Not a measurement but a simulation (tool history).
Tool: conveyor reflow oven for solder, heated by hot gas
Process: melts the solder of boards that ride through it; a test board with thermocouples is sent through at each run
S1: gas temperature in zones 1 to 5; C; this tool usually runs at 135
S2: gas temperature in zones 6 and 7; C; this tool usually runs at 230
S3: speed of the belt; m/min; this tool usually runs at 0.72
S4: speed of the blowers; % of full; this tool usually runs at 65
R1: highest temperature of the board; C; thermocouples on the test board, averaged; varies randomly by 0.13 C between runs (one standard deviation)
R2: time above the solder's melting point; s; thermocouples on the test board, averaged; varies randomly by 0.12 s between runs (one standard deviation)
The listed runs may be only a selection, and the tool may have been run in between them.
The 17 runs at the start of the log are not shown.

run 18 hour=301.4 | S1=135 S2=230 S3=0.72 S4=76 | R1=216.7 R2=50
run 19 hour=324.1 | S1=131 S2=224 S3=0.72 S4=65 | R1=207.4 R2=41.1
run 20 hour=334.5 | S1=135 S2=230 S3=0.72 S4=53 | R1=208.6 R2=42.2
run 21 hour=350.2 | S1=135 S2=230 S3=0.645 S4=53 | R1=212.8 R2=51.7
run 22 hour=363.9 | S1=135 S2=230 S3=0.645 S4=53 | R1=212.6 R2=51.6
run 23 hour=380.9 | S1=133 S2=226 S3=0.72 S4=63 | R1=208.8 R2=42.3
run 24 hour=393.4 | S1=135 S2=230 S3=0.848 S4=72 | R1=209.9 R2=36.9
-- hour=406.2 flux residue cleaned out of gas plates and filters
run 25 hour=408.7 | S1=135 S2=235 S3=0.584 S4=65 | R1=224.8 R2=68.5
-- hour=416.8 belt drive overhauled, speed set with a stopwatch
run 26 hour=431.4 | S1=135 S2=235 S3=0.584 S4=65 | R1=224.3 R2=67
run 27 hour=453.1 | S1=143 S2=220 S3=0.826 S4=77 | R1=205.9 R2=37.1
run 28 hour=469.2 | S1=147 S2=233 S3=0.849 S4=75 | R1=216.2 R2=43.9
run 29 hour=482.8 | S1=147 S2=233 S3=0.849 S4=75 | R1=216.1 R2=43.7
run 30 hour=493 | S1=147 S2=232 S3=0.644 S4=75 | R1=222.7 R2=63.9

Predict each of these 4 candidate next runs independently; none follows another, all start after run 30:
run A hour=510.1 | S1=135 S2=230 S3=0.72 S4=68 | R1=? R2=?
run B hour=510.1 | S1=132 S2=232 S3=0.644 S4=61 | R1=? R2=?
run C hour=510.1 | S1=147 S2=232 S3=0.78 S4=75 | R1=? R2=?
run D hour=510.1 | S1=147 S2=238 S3=0.644 S4=64 | R1=? R2=?

run=A R1=214.5 R2=47.2
run=B R1=217 R2=54.1
run=C R1=217.6 R2=49.3
run=D R1=225.5 R2=65.2
Take away the tool's hidden state, keep each run's random variation, and the runs would have read:
run=A R1=214.2 R2=47
run=B R1=216.5 R2=53.8
run=C R1=217.3 R2=49.1
run=D R1=225 R2=64.9
